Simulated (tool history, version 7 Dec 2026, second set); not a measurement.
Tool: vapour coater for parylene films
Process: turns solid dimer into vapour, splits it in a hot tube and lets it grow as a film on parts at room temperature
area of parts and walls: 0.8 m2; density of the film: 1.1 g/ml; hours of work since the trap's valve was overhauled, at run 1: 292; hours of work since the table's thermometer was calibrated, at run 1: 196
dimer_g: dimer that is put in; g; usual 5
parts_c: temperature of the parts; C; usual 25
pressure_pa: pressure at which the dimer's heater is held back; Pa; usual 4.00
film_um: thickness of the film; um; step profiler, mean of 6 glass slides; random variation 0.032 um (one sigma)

| run | hour | dimer_g | parts_c | pressure_pa | hours of work since the trap's valve was overhauled | hours of work since the table's thermometer was calibrated | film_um |
|---|---|---|---|---|---|---|---|
| 1 | 0.0 | 5 | 25 | 4.00 | 292 | 196 | 3.13 |
| 2 | 84.3 | 5 | 25 | 4.00 | 334 | 239 | 3.12 |
| 3 | 148.0 | 5 | 25 | 4.00 | 366 | 271 | 3.07 |
| 4 | 194.7 | 5 | 25 | 4.00 | 390 | 294 | 3.15 |
| 5 | 278.2 | 5 | 29 | 4.00 | 432 | 336 | 2.79 |
| 6 | 355.5 | 5 | 25 | 2.16 | 471 | 375 | 3.50 |
| 7 | 419.2 | 5 | 25 | 2.16 | 503 | 407 | 3.48 |
| 8 | 464.6 | 5 | 23 | 2.16 | 526 | 430 | 3.70 |
| 9 | 507.9 | 5 | 23 | 2.16 | 547 | 452 | 3.71 |
| 10 | 591.7 | 5 | 23 | 2.16 | 590 | 494 | 3.66 |
|  | 608.9 | trap's valve overhauled |
| 11 | 663.0 | 8 | 25 | 4.00 | 27 | 528 | 4.97 |
| 12 | 725.7 | 8 | 25 | 4.00 | 59 | 559 | 5.08 |
| 13 | 800.1 | 8 | 25 | 4.00 | 96 | 597 | 5.06 |
| 14 | 859.4 | 5 | 25 | 4.00 | 126 | 626 | 3.12 |
| 15 | 896.9 | 5 | 25 | 4.00 | 145 | 645 | 3.13 |
| 16 | 965.8 | 5 | 25 | 4.00 | 180 | 680 | 3.16 |
| 17 | 1007.8 | 5 | 25 | 4.00 | 201 | 701 | 3.08 |
| 18 | 1080.2 | 5 | 25 | 4.00 | 237 | 738 | 3.12 |
| 19 | 1149.8 | 5 | 25 | 4.00 | 272 | 773 | 3.18 |
| 20 | 1211.3 | 5 | 25 | 4.00 | 303 | 803 | 3.15 |
| 21 | 1286.0 | 5 | 25 | 4.00 | 341 | 841 | 3.16 |
| 22 | 1365.5 | 7 | 21 | 5.25 | 381 | 881 | 4.65 |
| 23 | 1423.2 | 6 | 22 | 2.30 | 410 | 910 | 4.48 |
| 24 | 1495.2 | 6 | 27 | 7.37 | 446 | 946 | 3.19 |
|  | 1506.7 | table's thermometer calibrated |
| 25 | 1548.8 | 5 | 21 | 5.14 | 472 | 21 | 3.40 |
| 26 | 1605.4 | 3 | 21 | 3.47 | 501 | 50 | 2.18 |
| 27 | 1688.6 | 3 | 21 | 3.47 | 543 | 92 | 2.15 |
| 28 | 1725.4 | 4 | 28 | 10.35 | 561 | 110 | 1.98 |
| 29 | 1759.6 | 2 | 35 | 3.34 | 578 | 127 | 0.96 |
|  | 1794.5 | trap's valve overhauled |
| 30 | 1835.2 | 2 | 22 | 11.80 | 21 | 163 | 1.16 |
| 31 | 1913.8 | 5 | 21 | 3.13 | 60 | 203 | 3.64 |
| 32 | 1986.7 | 9 | 27 | 2.57 | 97 | 239 | 5.75 |
| 33 | 2029.0 | 4 | 22 | 5.61 | 118 | 261 | 2.56 |
| 34 | 2066.8 | 4 | 28 | 8.97 | 137 | 280 | 2.02 |
| 35 | 2106.8 | 4 | 28 | 8.97 | 157 | 300 | 2.02 |
| 36 | 2154.9 | 4 | 28 | 8.97 | 181 | 324 | 2.05 |
| 37 | 2198.5 | 5 | 25 | 4.74 | 203 | 346 | 3.03 |
| 38 | 2256.0 | 6 | 21 | 5.24 | 232 | 375 | 4.03 |
| 39 | 2335.5 | 3 | 21 | 5.24 | 272 | 415 | 1.98 |
| 40 | 2374.2 | 6 | 25 | 5.52 | 292 | 434 | 3.59 |
| 41 | 2438.0 | 6 | 25 | 5.52 | 324 | 466 | 3.55 |
| 42 | 2492.3 | 2 | 26 | 3.14 | 351 | 494 | 1.31 |

Hidden state at the last listed run before each entry between runs and at the first one after, where it differs:
Between runs 10 and 11: trap's valve overhauled (hour 608.9)
  vapour lost through the trap's worn valve, %: 0.3 -> 0
Between runs 24 and 25: table's thermometer calibrated (hour 1506.7)
  true temperature of the parts over the reading, C: 0.02 -> 0.01
Between runs 29 and 30: trap's valve overhauled (hour 1794.5)
  vapour lost through the trap's worn valve, %: 0.3 -> 0
